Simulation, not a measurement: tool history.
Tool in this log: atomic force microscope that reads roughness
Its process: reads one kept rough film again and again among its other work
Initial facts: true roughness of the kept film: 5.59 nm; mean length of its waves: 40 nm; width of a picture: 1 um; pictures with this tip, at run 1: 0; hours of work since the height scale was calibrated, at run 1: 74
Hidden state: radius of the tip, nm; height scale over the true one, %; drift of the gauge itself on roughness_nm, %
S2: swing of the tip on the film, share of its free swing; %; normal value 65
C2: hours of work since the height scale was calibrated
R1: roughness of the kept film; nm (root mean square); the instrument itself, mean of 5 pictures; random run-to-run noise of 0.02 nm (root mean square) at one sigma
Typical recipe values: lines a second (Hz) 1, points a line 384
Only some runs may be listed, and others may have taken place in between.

run 1 hour=0 | lines_a_second_(Hz)=1 S2=65 points_a_line=384 | pictures_with_this_tip=0 C2=74 | R1=4.855
run 2 hour=27.4 | lines_a_second_(Hz)=1 S2=65 points_a_line=286 | pictures_with_this_tip=25 C2=85 | R1=4.906
run 3 hour=43.9 | lines_a_second_(Hz)=1 S2=65 points_a_line=384 | pictures_with_this_tip=40 C2=92 | R1=4.938
run 4 hour=59.2 | lines_a_second_(Hz)=1 S2=65 points_a_line=384 | pictures_with_this_tip=55 C2=98 | R1=4.911
run 5 hour=90.1 | lines_a_second_(Hz)=1 S2=65 points_a_line=384 | pictures_with_this_tip=83 C2=110 | R1=4.903
run 6 hour=113.4 | lines_a_second_(Hz)=1 S2=65 points_a_line=384 | pictures_with_this_tip=105 C2=120 | R1=4.882
run 7 hour=132.3 | lines_a_second_(Hz)=1 S2=65 points_a_line=384 | pictures_with_this_tip=122 C2=127 | R1=4.871
-- hour=142.7 new tip fitted
run 8 hour=165.6 | lines_a_second_(Hz)=1.85 S2=65 points_a_line=384 | pictures_with_this_tip=21 C2=140 | R1=4.794
run 9 hour=182.7 | lines_a_second_(Hz)=1.85 S2=65 points_a_line=384 | pictures_with_this_tip=37 C2=147 | R1=4.778
run 10 hour=211 | lines_a_second_(Hz)=1.85 S2=65 points_a_line=384 | pictures_with_this_tip=63 C2=159 | R1=4.757
run 11 hour=235.3 | lines_a_second_(Hz)=1.85 S2=65 points_a_line=384 | pictures_with_this_tip=85 C2=168 | R1=4.749
run 12 hour=262.4 | lines_a_second_(Hz)=1.85 S2=65 points_a_line=384 | pictures_with_this_tip=111 C2=179 | R1=4.787
run 13 hour=282.2 | lines_a_second_(Hz)=1.85 S2=65 points_a_line=384 | pictures_with_this_tip=129 C2=187 | R1=4.764
-- hour=285.5 new tip fitted
run 14 hour=296.9 | lines_a_second_(Hz)=1.85 S2=65 points_a_line=384 | pictures_with_this_tip=10 C2=193 | R1=4.762
run 15 hour=312.1 | lines_a_second_(Hz)=1 S2=65 points_a_line=384 | pictures_with_this_tip=24 C2=199 | R1=4.924
run 16 hour=331.5 | lines_a_second_(Hz)=1.24 S2=65 points_a_line=384 | pictures_with_this_tip=42 C2=207 | R1=4.874
run 17 hour=348.3 | lines_a_second_(Hz)=1 S2=65 points_a_line=384 | pictures_with_this_tip=58 C2=213 | R1=4.908
run 18 hour=376.1 | lines_a_second_(Hz)=1 S2=72 points_a_line=384 | pictures_with_this_tip=84 C2=224 | R1=4.789
run 19 hour=393.7 | lines_a_second_(Hz)=1 S2=62 points_a_line=384 | pictures_with_this_tip=100 C2=232 | R1=4.913
run 20 hour=414.3 | lines_a_second_(Hz)=1 S2=62 points_a_line=384 | pictures_with_this_tip=119 C2=240 | R1=4.933
-- hour=428.7 new tip fitted
run 21 hour=434.5 | lines_a_second_(Hz)=1 S2=62 points_a_line=384 | pictures_with_this_tip=5 C2=248 | R1=4.935
run 22 hour=451.7 | lines_a_second_(Hz)=1 S2=62 points_a_line=384 | pictures_with_this_tip=21 C2=255 | R1=4.893
run 23 hour=482.1 | lines_a_second_(Hz)=1 S2=62 points_a_line=384 | pictures_with_this_tip=49 C2=267 | R1=4.941
run 24 hour=501.8 | lines_a_second_(Hz)=1 S2=62 points_a_line=384 | pictures_with_this_tip=68 C2=275 | R1=4.937
run 25 hour=526.5 | lines_a_second_(Hz)=1 S2=62 points_a_line=384 | pictures_with_this_tip=91 C2=284 | R1=4.925
run 26 hour=556.3 | lines_a_second_(Hz)=1 S2=63 points_a_line=384 | pictures_with_this_tip=118 C2=296 | R1=4.892
-- hour=571.2 new tip fitted
run 27 hour=581.9 | lines_a_second_(Hz)=1.11 S2=61 points_a_line=352 | pictures_with_this_tip=10 C2=306 | R1=4.934
run 28 hour=610.4 | lines_a_second_(Hz)=1.11 S2=61 points_a_line=352 | pictures_with_this_tip=36 C2=318 | R1=4.901
run 29 hour=639.1 | lines_a_second_(Hz)=0.86 S2=80 points_a_line=650 | pictures_with_this_tip=63 C2=329 | R1=4.778
run 30 hour=669.4 | lines_a_second_(Hz)=0.86 S2=80 points_a_line=650 | pictures_with_this_tip=91 C2=342 | R1=4.778
run 31 hour=684.8 | lines_a_second_(Hz)=1.59 S2=63 points_a_line=318 | pictures_with_this_tip=105 C2=348 | R1=4.851
run 32 hour=701.7 | lines_a_second_(Hz)=1.59 S2=63 points_a_line=318 | pictures_with_this_tip=121 C2=354 | R1=4.843
-- hour=713.8 new tip fitted
run 33 hour=726.5 | lines_a_second_(Hz)=2.82 S2=70 points_a_line=384 | pictures_with_this_tip=12 C2=364 | R1=4.496
run 34 hour=743.4 | lines_a_second_(Hz)=3.73 S2=69 points_a_line=380 | pictures_with_this_tip=28 C2=371 | R1=4.376
run 35 hour=767.4 | lines_a_second_(Hz)=0.6 S2=81 points_a_line=780 | pictures_with_this_tip=50 C2=381 | R1=4.846
run 36 hour=789.2 | lines_a_second_(Hz)=0.6 S2=72 points_a_line=780 | pictures_with_this_tip=70 C2=389 | R1=4.929
run 37 hour=804.8 | lines_a_second_(Hz)=2.41 S2=56 points_a_line=525 | pictures_with_this_tip=85 C2=396 | R1=4.866
run 38 hour=820.3 | lines_a_second_(Hz)=2.41 S2=56 points_a_line=525 | pictures_with_this_tip=99 C2=402 | R1=4.875
run 39 hour=835.7 | lines_a_second_(Hz)=1.35 S2=76 points_a_line=416 | pictures_with_this_tip=114 C2=408 | R1=4.671
run 40 hour=853.5 | lines_a_second_(Hz)=1.23 S2=70 points_a_line=416 | pictures_with_this_tip=130 C2=415 | R1=4.773
-- hour=856.5 new tip fitted
run 41 hour=868.3 | lines_a_second_(Hz)=1.23 S2=70 points_a_line=416 | pictures_with_this_tip=11 C2=421 | R1=4.784
run 42 hour=894.7 | lines_a_second_(Hz)=1.23 S2=70 points_a_line=416 | pictures_with_this_tip=36 C2=431 | R1=4.791
run 43 hour=922.5 | lines_a_second_(Hz)=1.23 S2=70 points_a_line=416 | pictures_with_this_tip=62 C2=442 | R1=4.76
run 44 hour=955.2 | lines_a_second_(Hz)=1.23 S2=70 points_a_line=416 | pictures_with_this_tip=92 C2=456 | R1=4.758
run 45 hour=985.9 | lines_a_second_(Hz)=1 S2=58 points_a_line=876 | pictures_with_this_tip=120 C2=468 | R1=4.963
-- hour=998.5 new tip fitted
run 46 hour=1010.6 | lines_a_second_(Hz)=1 S2=58 points_a_line=876 | pictures_with_this_tip=11 C2=478 | R1=5.004
run 47 hour=1042.1 | lines_a_second_(Hz)=1 S2=68 points_a_line=336 | pictures_with_this_tip=40 C2=490 | R1=4.87
run 48 hour=1055.3 | lines_a_second_(Hz)=1 S2=65 points_a_line=443 | pictures_with_this_tip=52 C2=495 | R1=4.918

What does the tool deliver on the next run?
run 49 hour=1083.8 | lines_a_second_(Hz)=1 S2=61 points_a_line=497 | pictures_with_this_tip=79 C2=507 | R1=?

Run 49 yielded R1 4.943 nm (root mean square).
On a tool with no hidden condition, and with the same random variation, this run would have come out at R1 4.949 nm (root mean square).
